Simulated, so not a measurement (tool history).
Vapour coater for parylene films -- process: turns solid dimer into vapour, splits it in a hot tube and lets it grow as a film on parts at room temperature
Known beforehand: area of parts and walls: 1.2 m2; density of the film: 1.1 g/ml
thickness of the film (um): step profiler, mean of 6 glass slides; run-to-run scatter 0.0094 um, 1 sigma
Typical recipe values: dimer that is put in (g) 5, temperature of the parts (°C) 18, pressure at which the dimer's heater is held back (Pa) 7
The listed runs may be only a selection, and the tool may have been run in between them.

run,hour,dimer that is put in (g),temperature of the parts (°C),pressure at which the dimer's heater is held back (Pa),thickness of the film (um)
1,0,5,18,7,1.645
2,29.8,5,18,7,1.622
3,72.6,5,18,3.88,1.79
# hour 92.6: trap's valve overhauled
4,113,5,18,7,1.649
5,150.4,5,18,7,1.632
6,174.1,5,18,7,1.642
7,196.2,5,18,7,1.617
8,216.4,5,18,7,1.616
9,259.1,5,18,7,1.638
10,292.9,5,18,2.92,1.885
11,320.7,5,18,2.92,1.881
12,343.9,8,12,3.32,3.362
13,362.1,3,19,6.03,0.966
14,381.5,5,25,4.56,1.486
15,407.7,3,18,3.08,1.112
16,435.9,3,18,3.08,1.122

5 ways to go on from here, each from the tool as it stands after run 16. What would each give?
A,454.5,5,16,8.61,?
B,454.5,5,26,7,?
C,454.5,5,18,4.14,?
D,454.5,5,14,7,?
E,454.5,5,11,5.85,?

run,thickness of the film (um)
A,1.65
B,1.355
C,1.782
D,1.781
E,1.97
Had the tool no hidden state, the same runs would have come out as:
run,thickness of the film (um)
A,1.653
B,1.357
C,1.785
D,1.784
E,1.973
